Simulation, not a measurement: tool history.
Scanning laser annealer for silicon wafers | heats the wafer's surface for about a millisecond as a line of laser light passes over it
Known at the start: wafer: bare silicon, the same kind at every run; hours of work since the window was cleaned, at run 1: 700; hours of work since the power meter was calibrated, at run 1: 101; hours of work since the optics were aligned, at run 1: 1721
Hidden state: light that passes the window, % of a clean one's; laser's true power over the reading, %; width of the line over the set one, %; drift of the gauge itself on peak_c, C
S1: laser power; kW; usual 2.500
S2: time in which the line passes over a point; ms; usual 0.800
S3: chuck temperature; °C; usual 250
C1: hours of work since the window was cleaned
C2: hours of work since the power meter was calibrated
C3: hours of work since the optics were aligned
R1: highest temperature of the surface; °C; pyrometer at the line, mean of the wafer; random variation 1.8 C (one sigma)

run 1 hour=0.0 | S1=2.500 S2=0.800 S3=250 | C1=700 C2=101 C3=1721 | R1=960
-- hour=9.1 optics aligned, line set to its width
run 2 hour=31.5 | S1=2.500 S2=0.800 S3=258 | C1=721 C2=122 C3=18 | R1=969
run 3 hour=45.9 | S1=2.500 S2=0.800 S3=258 | C1=732 C2=133 C3=29 | R1=968
-- hour=76.0 window over the wafer cleaned
run 4 hour=79.4 | S1=2.500 S2=0.800 S3=250 | C1=3 C2=158 C3=54 | R1=963
run 5 hour=93.5 | S1=2.500 S2=0.800 S3=250 | C1=14 C2=169 C3=65 | R1=963
run 6 hour=117.1 | S1=2.500 S2=0.800 S3=283 | C1=32 C2=188 C3=84 | R1=992
run 7 hour=141.9 | S1=2.500 S2=0.800 S3=283 | C1=52 C2=208 C3=103 | R1=997
run 8 hour=166.0 | S1=2.500 S2=0.709 S3=250 | C1=71 C2=227 C3=123 | R1=912
run 9 hour=188.2 | S1=2.500 S2=0.709 S3=256 | C1=89 C2=244 C3=140 | R1=927
run 10 hour=204.8 | S1=2.500 S2=0.709 S3=256 | C1=102 C2=257 C3=153 | R1=925
run 11 hour=232.5 | S1=2.500 S2=0.800 S3=250 | C1=124 C2=279 C3=175 | R1=963
run 12 hour=253.6 | S1=2.500 S2=0.800 S3=250 | C1=140 C2=296 C3=192 | R1=964
run 13 hour=270.8 | S1=2.500 S2=0.659 S3=250 | C1=154 C2=310 C3=206 | R1=891
run 14 hour=293.7 | S1=2.500 S2=0.665 S3=250 | C1=172 C2=328 C3=224 | R1=893
run 15 hour=315.3 | S1=2.500 S2=0.665 S3=250 | C1=189 C2=345 C3=241 | R1=895
run 16 hour=338.9 | S1=2.500 S2=0.665 S3=250 | C1=208 C2=364 C3=259 | R1=893
run 17 hour=358.7 | S1=2.612 S2=0.800 S3=250 | C1=224 C2=379 C3=275 | R1=995
run 18 hour=389.2 | S1=2.478 S2=0.800 S3=238 | C1=248 C2=403 C3=299 | R1=942
run 19 hour=410.9 | S1=2.500 S2=0.591 S3=232 | C1=265 C2=421 C3=316 | R1=830
run 20 hour=432.1 | S1=2.500 S2=0.591 S3=232 | C1=282 C2=437 C3=333 | R1=834
run 21 hour=463.7 | S1=2.500 S2=0.591 S3=281 | C1=307 C2=462 C3=358 | R1=884
run 22 hour=495.2 | S1=2.240 S2=0.769 S3=256 | C1=332 C2=487 C3=383 | R1=876
run 23 hour=519.9 | S1=2.240 S2=0.769 S3=256 | C1=351 C2=507 C3=403 | R1=874
run 24 hour=544.6 | S1=2.471 S2=0.837 S3=241 | C1=371 C2=526 C3=422 | R1=962
run 25 hour=572.3 | S1=2.491 S2=0.575 S3=261 | C1=393 C2=548 C3=444 | R1=847
run 26 hour=604.4 | S1=2.415 S2=0.693 S3=236 | C1=418 C2=574 C3=469 | R1=869
run 27 hour=626.2 | S1=2.245 S2=0.693 S3=250 | C1=435 C2=591 C3=487 | R1=839
run 28 hour=651.5 | S1=2.245 S2=0.693 S3=250 | C1=455 C2=611 C3=507 | R1=832
run 29 hour=669.2 | S1=2.245 S2=0.693 S3=250 | C1=469 C2=625 C3=521 | R1=833

5 ways to go on from here, each from the tool as it stands after run 29. What would each give?
run A hour=695.9 | S1=2.500 S2=0.800 S3=247 | C1=491 C2=646 C3=542 | R1=?
run B hour=695.9 | S1=2.459 S2=0.693 S3=250 | C1=491 C2=646 C3=542 | R1=?
run C hour=695.9 | S1=2.132 S2=0.628 S3=250 | C1=491 C2=646 C3=542 | R1=?
run D hour=695.9 | S1=2.500 S2=0.790 S3=236 | C1=491 C2=646 C3=542 | R1=?
run E hour=695.9 | S1=2.490 S2=0.808 S3=253 | C1=491 C2=646 C3=542 | R1=?

run=A R1=960
run=B R1=893
run=C R1=773
run=D R1=943
run=E R1=967
Without the tool's hidden state the same runs would have given:
run=A R1=961
run=B R1=894
run=C R1=774
run=D R1=944
run=E R1=968

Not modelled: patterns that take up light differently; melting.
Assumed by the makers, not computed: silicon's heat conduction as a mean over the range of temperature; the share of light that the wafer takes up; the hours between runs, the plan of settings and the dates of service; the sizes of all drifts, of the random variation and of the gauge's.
